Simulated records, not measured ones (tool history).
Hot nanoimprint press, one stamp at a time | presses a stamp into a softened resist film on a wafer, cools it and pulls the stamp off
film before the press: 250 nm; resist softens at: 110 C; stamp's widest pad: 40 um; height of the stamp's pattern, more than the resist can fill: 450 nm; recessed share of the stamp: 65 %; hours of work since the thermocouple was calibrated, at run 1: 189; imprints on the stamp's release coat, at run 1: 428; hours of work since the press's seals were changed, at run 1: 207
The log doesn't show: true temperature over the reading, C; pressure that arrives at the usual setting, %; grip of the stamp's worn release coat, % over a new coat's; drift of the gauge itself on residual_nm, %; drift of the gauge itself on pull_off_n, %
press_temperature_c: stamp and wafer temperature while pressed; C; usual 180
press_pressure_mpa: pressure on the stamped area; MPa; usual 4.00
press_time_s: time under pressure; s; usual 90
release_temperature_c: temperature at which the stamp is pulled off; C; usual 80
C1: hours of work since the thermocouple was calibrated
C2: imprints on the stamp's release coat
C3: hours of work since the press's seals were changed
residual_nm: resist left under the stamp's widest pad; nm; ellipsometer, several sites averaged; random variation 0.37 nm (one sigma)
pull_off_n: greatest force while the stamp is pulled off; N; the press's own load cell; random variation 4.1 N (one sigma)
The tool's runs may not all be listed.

run 1 day=0.000 | press_temperature_c=180 press_pressure_mpa=4.00 press_time_s=90 release_temperature_c=80 | C1=189 C2=428 C3=207 | residual_nm=99.4 pull_off_n=201
run 2 day=0.775 | press_temperature_c=180 press_pressure_mpa=4.00 press_time_s=90 release_temperature_c=80 | C1=203 C2=483 C3=221 | residual_nm=99.1 pull_off_n=200
run 3 day=1.729 | press_temperature_c=180 press_pressure_mpa=4.00 press_time_s=90 release_temperature_c=80 | C1=220 C2=551 C3=238 | residual_nm=99.4 pull_off_n=202
run 4 day=2.275 | press_temperature_c=180 press_pressure_mpa=4.00 press_time_s=90 release_temperature_c=80 | C1=230 C2=590 C3=248 | residual_nm=99.5 pull_off_n=204
run 5 day=2.721 | press_temperature_c=180 press_pressure_mpa=4.00 press_time_s=90 release_temperature_c=80 | C1=238 C2=621 C3=256 | residual_nm=99.3 pull_off_n=197
run 6 day=3.633 | press_temperature_c=180 press_pressure_mpa=4.00 press_time_s=90 release_temperature_c=80 | C1=255 C2=686 C3=272 | residual_nm=98.8 pull_off_n=200
run 7 day=4.238 | press_temperature_c=180 press_pressure_mpa=4.00 press_time_s=90 release_temperature_c=80 | C1=265 C2=729 C3=283 | residual_nm=98.9 pull_off_n=210
run 8 day=4.925 | press_temperature_c=180 press_pressure_mpa=4.00 press_time_s=90 release_temperature_c=80 | C1=278 C2=778 C3=295 | residual_nm=99.2 pull_off_n=194
run 9 day=5.458 | press_temperature_c=186 press_pressure_mpa=4.00 press_time_s=90 release_temperature_c=80 | C1=287 C2=816 C3=305 | residual_nm=76.5 pull_off_n=210
run 10 day=6.258 | press_temperature_c=186 press_pressure_mpa=4.00 press_time_s=90 release_temperature_c=80 | C1=302 C2=873 C3=319 | residual_nm=76.0 pull_off_n=204
-- day=6.642 plate thermocouple calibrated
run 11 day=6.946 | press_temperature_c=186 press_pressure_mpa=4.00 press_time_s=90 release_temperature_c=80 | C1=5 C2=913 C3=329 | residual_nm=76.3 pull_off_n=203
run 12 day=7.808 | press_temperature_c=186 press_pressure_mpa=4.00 press_time_s=90 release_temperature_c=80 | C1=21 C2=974 C3=345 | residual_nm=76.8 pull_off_n=203
run 13 day=8.571 | press_temperature_c=180 press_pressure_mpa=4.00 press_time_s=90 release_temperature_c=80 | C1=35 C2=1029 C3=358 | residual_nm=99.1 pull_off_n=200
run 14 day=9.079 | press_temperature_c=180 press_pressure_mpa=4.00 press_time_s=90 release_temperature_c=80 | C1=44 C2=1065 C3=367 | residual_nm=99.0 pull_off_n=203
run 15 day=9.525 | press_temperature_c=180 press_pressure_mpa=4.00 press_time_s=90 release_temperature_c=80 | C1=52 C2=1096 C3=375 | residual_nm=99.2 pull_off_n=202
run 16 day=10.312 | press_temperature_c=189 press_pressure_mpa=4.00 press_time_s=146 release_temperature_c=80 | C1=66 C2=1153 C3=390 | residual_nm=56.2 pull_off_n=212
run 17 day=10.883 | press_temperature_c=189 press_pressure_mpa=4.00 press_time_s=119 release_temperature_c=80 | C1=76 C2=1193 C3=400 | residual_nm=60.7 pull_off_n=206
run 18 day=11.879 | press_temperature_c=189 press_pressure_mpa=4.00 press_time_s=119 release_temperature_c=80 | C1=94 C2=1264 C3=418 | residual_nm=60.8 pull_off_n=196
run 19 day=12.804 | press_temperature_c=168 press_pressure_mpa=3.22 press_time_s=119 release_temperature_c=80 | C1=111 C2=1330 C3=434 | residual_nm=168.9 pull_off_n=207
run 20 day=13.650 | press_temperature_c=182 press_pressure_mpa=4.00 press_time_s=90 release_temperature_c=83 | C1=126 C2=1390 C3=449 | residual_nm=90.7 pull_off_n=184
run 21 day=14.471 | press_temperature_c=176 press_pressure_mpa=4.00 press_time_s=90 release_temperature_c=78 | C1=140 C2=1448 C3=464 | residual_nm=118.2 pull_off_n=215
run 22 day=14.929 | press_temperature_c=176 press_pressure_mpa=3.81 press_time_s=87 release_temperature_c=75 | C1=149 C2=1481 C3=472 | residual_nm=122.0 pull_off_n=231
run 23 day=15.717 | press_temperature_c=177 press_pressure_mpa=4.00 press_time_s=90 release_temperature_c=78 | C1=163 C2=1537 C3=486 | residual_nm=113.3 pull_off_n=219
run 24 day=16.450 | press_temperature_c=190 press_pressure_mpa=4.00 press_time_s=90 release_temperature_c=78 | C1=176 C2=1589 C3=500 | residual_nm=65.0 pull_off_n=212
run 25 day=17.133 | press_temperature_c=190 press_pressure_mpa=4.00 press_time_s=90 release_temperature_c=78 | C1=188 C2=1638 C3=512 | residual_nm=64.3 pull_off_n=222
run 26 day=17.808 | press_temperature_c=190 press_pressure_mpa=4.00 press_time_s=90 release_temperature_c=78 | C1=200 C2=1686 C3=524 | residual_nm=64.8 pull_off_n=215
run 27 day=18.612 | press_temperature_c=190 press_pressure_mpa=5.55 press_time_s=90 release_temperature_c=75 | C1=215 C2=1743 C3=538 | residual_nm=53.4 pull_off_n=241
-- day=19.046 stamp cleaned and given a new release coat
run 28 day=19.417 | press_temperature_c=180 press_pressure_mpa=3.71 press_time_s=63 release_temperature_c=71 | C1=225 C2=26 C3=548 | residual_nm=116.6 pull_off_n=256
run 29 day=19.921 | press_temperature_c=169 press_pressure_mpa=3.71 press_time_s=63 release_temperature_c=71 | C1=234 C2=62 C3=557 | residual_nm=179.7 pull_off_n=245

3 ways to go on from here, each from the tool as it stands after run 29. What would each give?
run A day=20.342 | press_temperature_c=169 press_pressure_mpa=4.97 press_time_s=63 release_temperature_c=71 | C1=241 C2=92 C3=565 | residual_nm=? pull_off_n=?
run B day=20.342 | press_temperature_c=169 press_pressure_mpa=4.23 press_time_s=53 release_temperature_c=77 | C1=241 C2=92 C3=565 | residual_nm=? pull_off_n=?
run C day=20.342 | press_temperature_c=180 press_pressure_mpa=4.00 press_time_s=75 release_temperature_c=80 | C1=241 C2=92 C3=565 | residual_nm=? pull_off_n=?

run=A residual_nm=161.6 pull_off_n=257
run=B residual_nm=178.7 pull_off_n=220
run=C residual_nm=104.7 pull_off_n=198
Without the tool's hidden state the same runs would have given:
run=A residual_nm=161.7 pull_off_n=256
run=B residual_nm=178.8 pull_off_n=220
run=C residual_nm=104.8 pull_off_n=198
